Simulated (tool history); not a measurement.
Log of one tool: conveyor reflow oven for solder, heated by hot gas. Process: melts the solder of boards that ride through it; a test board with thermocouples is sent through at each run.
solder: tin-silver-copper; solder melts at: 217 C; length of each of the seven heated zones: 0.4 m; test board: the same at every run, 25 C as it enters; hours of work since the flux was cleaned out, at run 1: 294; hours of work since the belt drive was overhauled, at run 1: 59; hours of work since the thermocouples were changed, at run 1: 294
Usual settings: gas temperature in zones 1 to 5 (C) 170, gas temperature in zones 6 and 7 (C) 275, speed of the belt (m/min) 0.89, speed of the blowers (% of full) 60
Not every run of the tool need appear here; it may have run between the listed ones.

run,hour,gas temperature in zones 1 to 5 (C),gas temperature in zones 6 and 7 (C),speed of the belt (m/min),speed of the blowers (% of full),hours of work since the flux was cleaned out,hours of work since the belt drive was overhauled,hours of work since the thermocouples were changed,highest temperature of the board (C),time above the solder's melting point (s)
1,0,170,275,0.89,60,294,59,294,254.41,39.95
2,49,170,265,0.89,60,317,82,317,245.72,34.87
3,102.2,175,275,0.89,60,341,106,341,255.16,41.6
4,150.6,175,275,0.89,60,363,128,363,255.1,41.56
5,238.3,170,275,0.89,60,403,168,403,254.11,40.06
6,304.3,170,275,0.89,60,433,198,433,253.8,39.89
7,402.7,170,275,0.89,60,478,243,478,253.64,39.55
# hour 426.6: flux residue cleaned out of gas plates and filters
8,474.7,170,275,0.89,60,22,273,508,255.34,40.87
9,540.1,170,275,0.89,60,52,303,538,255.41,40.62
10,626.3,170,275,0.89,60,91,342,577,255.11,40.71
11,685.1,170,275,0.89,60,118,369,604,255.01,40.64
12,731.7,170,275,0.89,55,139,390,625,253.14,39.43
13,792,170,275,0.89,60,166,417,652,254.71,40.74
14,837,170,281,0.89,60,187,438,673,259.95,43.12
15,877.8,170,275,0.89,63,205,457,691,255.67,41.16
16,926.7,172,275,0.89,54,227,479,714,252.85,39.72
# hour 962.9: thermocouples of zones 6 and 7 changed
17,985.7,170,289,0.904,54,253,505,10,264.51,44.3
18,1076.8,170,289,0.904,54,295,546,52,264.38,44.18
19,1128.9,158,275,0.733,69,319,570,76,262.3,52.01

Expected results for the next run?
20,1181.5,170,275,0.944,60,342,594,99,?,?

For run 20 the tool returned highest temperature of the board (C) 252.51, time above the solder's melting point (s) 36.99.
Had the tool carried no hidden state, the very same run would have given highest temperature of the board (C) 253.27, time above the solder's melting point (s) 37.01.
